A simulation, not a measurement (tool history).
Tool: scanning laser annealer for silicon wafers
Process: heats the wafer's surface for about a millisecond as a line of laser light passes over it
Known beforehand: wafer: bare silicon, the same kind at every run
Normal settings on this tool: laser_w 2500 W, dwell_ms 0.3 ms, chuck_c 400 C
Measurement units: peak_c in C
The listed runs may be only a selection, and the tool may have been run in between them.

Run 1, day 0: usual settings. Result: peak_c 1125 C.
Run 2, day 0.662: usual settings but chuck_c 388 C. Result: peak_c 1114 C.
Run 3, day 1.188: usual settings but chuck_c 365 C. Result: peak_c 1090 C.
Run 4, day 1.958: usual settings but chuck_c 365 C. Result: peak_c 1090 C.
Run 5, day 2.529: usual settings but chuck_c 365 C. Result: peak_c 1089 C.
Run 6, day 2.971: usual settings but chuck_c 365 C. Result: peak_c 1088 C.
Run 7, day 3.3: usual settings but chuck_c 365 C. Result: peak_c 1088 C.
Run 8, day 3.729: usual settings. Result: peak_c 1125 C.
Run 9, day 4.258: usual settings. Result: peak_c 1123 C.
Run 10, day 4.892: usual settings but dwell_ms 0.233 ms. Result: peak_c 1024 C.
Run 11, day 5.625: usual settings but dwell_ms 0.368 ms. Result: peak_c 1211 C.
Run 12, day 6.025: usual settings but dwell_ms 0.368 ms. Result: peak_c 1212 C.
Run 13, day 6.508: usual settings but dwell_ms 0.368 ms. Result: peak_c 1210 C.
Run 14, day 6.95: usual settings. Result: peak_c 1121 C.
Run 15, day 7.479: usual settings. Result: peak_c 1123 C.
Run 16, day 8.012: usual settings. Result: peak_c 1121 C.
Run 17, day 8.604: usual settings but dwell_ms 0.257 ms. Result: peak_c 1056 C.
Run 18, day 9.021: usual settings but chuck_c 405 C. Result: peak_c 1124 C.
Run 19, day 9.612: usual settings. Result: peak_c 1119 C.
Run 20, day 10.221: usual settings. Result: peak_c 1122 C.
Run 21, day 10.846: usual settings. Result: peak_c 1120 C.
Run 22, day 11.325: usual settings but laser_w 2724 W, dwell_ms 0.227 ms. Result: peak_c 1068 C.
Run 23, day 11.979: usual settings but laser_w 2524 W, dwell_ms 0.227 ms, chuck_c 414 C. Result: peak_c 1035 C.
Run 24, day 12.521: usual settings but laser_w 2724 W, dwell_ms 0.335 ms, chuck_c 414 C. Result: peak_c 1255 C.
Run 25, day 13.046: usual settings but laser_w 2233 W, dwell_ms 0.241 ms, chuck_c 398 C. Result: peak_c 958 C.
Run 26, day 13.758: usual settings but laser_w 2257 W, dwell_ms 0.36 ms, chuck_c 384 C. Result: peak_c 1095 C.
Run 27, day 14.171: usual settings but dwell_ms 0.228 ms, chuck_c 435 C. Result: peak_c 1048 C.
Run 28, day 14.933: usual settings but dwell_ms 0.293 ms, chuck_c 403 C. Result: peak_c 1107 C.
Run 29, day 15.396: usual settings but dwell_ms 0.293 ms, chuck_c 403 C. Result: peak_c 1109 C.
Run 30, day 15.767: usual settings but laser_w 2450 W, dwell_ms 0.293 ms, chuck_c 408 C. Result: peak_c 1099 C.
At day 15.908: window over the wafer cleaned.
Run 31, day 16.575: usual settings but laser_w 2450 W, dwell_ms 0.293 ms, chuck_c 408 C. Result: peak_c 1088 C.
Run 32, day 17.121: usual settings but laser_w 2533 W, dwell_ms 0.233 ms, chuck_c 435 C. Result: peak_c 1051 C.
At day 17.667: window over the wafer cleaned, once more.
Run 33, day 17.75: usual settings but laser_w 2475 W, dwell_ms 0.312 ms, chuck_c 374 C. Result: peak_c 1131 C.
Run 34, day 18.296: usual settings but laser_w 2475 W, dwell_ms 0.312 ms, chuck_c 374 C. Result: peak_c 1133 C.
Run 35, day 18.733: usual settings but laser_w 2136 W, dwell_ms 0.371 ms, chuck_c 425 C. Result: peak_c 1137 C.
Run 36, day 19.088: usual settings but laser_w 2489 W, dwell_ms 0.336 ms, chuck_c 403 C. Result: peak_c 1195 C.
Run 37, day 19.658: usual settings but laser_w 2489 W, dwell_ms 0.336 ms, chuck_c 403 C. Result: peak_c 1195 C.
Run 38, day 20.367: usual settings but laser_w 2717 W, dwell_ms 0.286 ms, chuck_c 366 C. Result: peak_c 1159 C.
Run 39, day 20.946: usual settings but laser_w 2176 W, dwell_ms 0.342 ms, chuck_c 439 C. Result: peak_c 1130 C.
Run 40, day 21.342: usual settings but laser_w 2314 W, dwell_ms 0.342 ms, chuck_c 399 C. Result: peak_c 1137 C.
Run 41, day 22.05: usual settings but laser_w 2608 W, dwell_ms 0.342 ms, chuck_c 399 C. Result: peak_c 1239 C.
Run 42, day 22.362: usual settings but laser_w 2608 W, dwell_ms 0.342 ms, chuck_c 399 C. Result: peak_c 1236 C.

Predict each of these 3 candidate next runs independently; none follows another, all start after run 42:
Run A, day 22.921: usual settings but laser_w 2331 W, chuck_c 431 C. Result: peak_c ?.
Run B, day 22.921: usual settings but laser_w 2584 W, dwell_ms 0.342 ms, chuck_c 399 C. Result: peak_c ?.
Run C, day 22.921: usual settings but laser_w 2165 W, dwell_ms 0.302 ms, chuck_c 423 C. Result: peak_c ?.

run  peak_c
  A    1122
  B    1231
  C    1062
What these runs would have given with no unlogged condition in the tool:
run  peak_c
  A    1137
  B    1249
  C    1076
